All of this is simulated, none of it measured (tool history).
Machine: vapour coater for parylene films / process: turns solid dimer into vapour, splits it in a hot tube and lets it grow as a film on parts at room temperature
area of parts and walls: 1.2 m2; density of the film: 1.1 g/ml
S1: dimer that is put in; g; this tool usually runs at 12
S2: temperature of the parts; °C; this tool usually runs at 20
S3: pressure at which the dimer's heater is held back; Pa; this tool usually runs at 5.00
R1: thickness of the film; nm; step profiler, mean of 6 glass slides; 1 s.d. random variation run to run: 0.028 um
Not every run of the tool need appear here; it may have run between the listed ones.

run 1 hour=0.0 | S1=12 S2=20 S3=5.00 | R1=4130
run 2 hour=37.4 | S1=12 S2=15 S3=5.00 | R1=5090
run 3 hour=69.8 | S1=12 S2=15 S3=5.00 | R1=5040
run 4 hour=102.9 | S1=12 S2=15 S3=5.00 | R1=5020
run 5 hour=136.2 | S1=12 S2=15 S3=5.00 | R1=5020
run 6 hour=174.1 | S1=12 S2=20 S3=5.00 | R1=4070
-- hour=189.7 trap's valve overhauled
run 7 hour=219.6 | S1=12 S2=20 S3=5.00 | R1=4320
run 8 hour=257.2 | S1=22 S2=20 S3=5.00 | R1=7870
run 9 hour=278.0 | S1=22 S2=20 S3=5.00 | R1=7890
run 10 hour=302.5 | S1=22 S2=20 S3=5.00 | R1=7860
run 11 hour=329.8 | S1=22 S2=20 S3=5.00 | R1=7810
run 12 hour=373.9 | S1=12 S2=20 S3=5.00 | R1=4310
run 13 hour=418.8 | S1=12 S2=20 S3=5.00 | R1=4260
run 14 hour=462.1 | S1=12 S2=20 S3=5.00 | R1=4240
run 15 hour=497.7 | S1=12 S2=21 S3=3.88 | R1=4260
run 16 hour=539.7 | S1=12 S2=21 S3=3.88 | R1=4270
run 17 hour=578.6 | S1=12 S2=21 S3=3.88 | R1=4220
run 18 hour=598.6 | S1=9 S2=17 S3=9.45 | R1=3110
run 19 hour=637.2 | S1=9 S2=21 S3=2.40 | R1=3570
run 20 hour=681.6 | S1=8 S2=18 S3=5.33 | R1=3010
run 21 hour=721.6 | S1=12 S2=20 S3=8.05 | R1=3780
run 22 hour=748.9 | S1=17 S2=26 S3=5.00 | R1=4640
run 23 hour=770.5 | S1=6 S2=26 S3=3.69 | R1=1760
run 24 hour=808.7 | S1=6 S2=26 S3=3.69 | R1=1720
run 25 hour=838.2 | S1=11 S2=30 S3=4.00 | R1=2670
run 26 hour=876.0 | S1=9 S2=31 S3=11.01 | R1=1670
run 27 hour=916.3 | S1=9 S2=31 S3=11.01 | R1=1690

Branching from run 27: 3 alternative next runs. What would each branch give?
run A hour=946.4 | S1=12 S2=27 S3=4.05 | R1=?
run B hour=946.4 | S1=8 S2=17 S3=5.00 | R1=?
run C hour=946.4 | S1=11 S2=20 S3=5.00 | R1=?

run=A R1=3270
run=B R1=3160
run=C R1=3840
Without the tool's hidden state the same runs would have given:
run=A R1=3380
run=B R1=3270
run=C R1=3970
